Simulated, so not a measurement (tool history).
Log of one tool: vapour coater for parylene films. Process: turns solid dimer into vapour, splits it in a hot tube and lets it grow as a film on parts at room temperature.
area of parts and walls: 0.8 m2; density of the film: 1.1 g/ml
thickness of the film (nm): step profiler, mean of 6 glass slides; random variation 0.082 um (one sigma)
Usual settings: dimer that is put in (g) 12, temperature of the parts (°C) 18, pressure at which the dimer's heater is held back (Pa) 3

run,day,dimer that is put in (g),temperature of the parts (°C),pressure at which the dimer's heater is held back (Pa),thickness of the film (nm)
1,0,12,18,3,9790
2,1.575,7,18,3,5770
3,2.658,7,18,3,5760
4,3.938,7,18,3,5690
5,4.779,7,18,3,5770
6,6.375,7,18,3,5690
7,7.5,12,18,3,9760
8,8.712,12,18,3,9680
# day 9.812: trap's valve overhauled
9,10.083,12,18,3,10020
10,11.7,12,18,3,9820
11,13.267,12,18,8.12,9060
12,14.679,12,18,8.12,9200
13,16.096,12,18,3,9820
14,17.521,12,20,3,9500
15,19.058,12,20,3,9460
16,20.033,12,10,3,11680
17,20.808,12,10,3,11780
18,22.342,12,17,3,10110
19,23.283,12,17,3,10070
20,24.283,12,17,3,10050
21,25.321,12,16,3,10330
22,26.671,12,16,3,10300
23,27.625,12,17,3,10240
24,28.488,12,14,2,11240
25,29.425,8,11,2.86,7710
26,30.354,10,18,3.57,8080
27,31.988,13,27,3.57,8710
28,33.375,12,17,2.8,10130
29,34.15,12,17,2.8,10190
30,34.942,9,13,2.8,8220
31,36.467,9,13,2.8,8270
32,37.967,9,13,2.8,8350
33,39.242,14,18,5.77,11050
34,40.562,14,18,5.77,11020
35,41.917,9,23,2.19,6720
36,43.35,12,18,4.66,9620
37,44.617,16,15,3.52,13850
# day 45.692: table's thermometer calibrated
38,45.692,16,15,3.52,13880
39,47.167,6,15,3.52,5200
40,48.658,17,20,11.35,11860
41,49.671,17,20,11.35,11750
42,51.325,17,23,7.01,11730
43,52.475,17,23,7.01,11480
44,53.867,17,23,7.01,11480
# day 55.054: trap's valve overhauled
45,55.179,17,23,7.01,11820
46,56.55,15,20,3,11790

Forecast each of these 5 alternatives for the next run:
A,57.567,11,18,3.72,?
B,57.567,12,17,5.3,?
C,57.567,11,21,4.31,?
D,57.567,19,18,3.19,?
E,57.567,8,20,3,?

run,thickness of the film (nm)
A,9000
B,9630
C,8290
D,15500
E,6250
Without the tool's hidden state the same runs would have given:
run,thickness of the film (nm)
A,9000
B,9630
C,8290
D,15510
E,6260
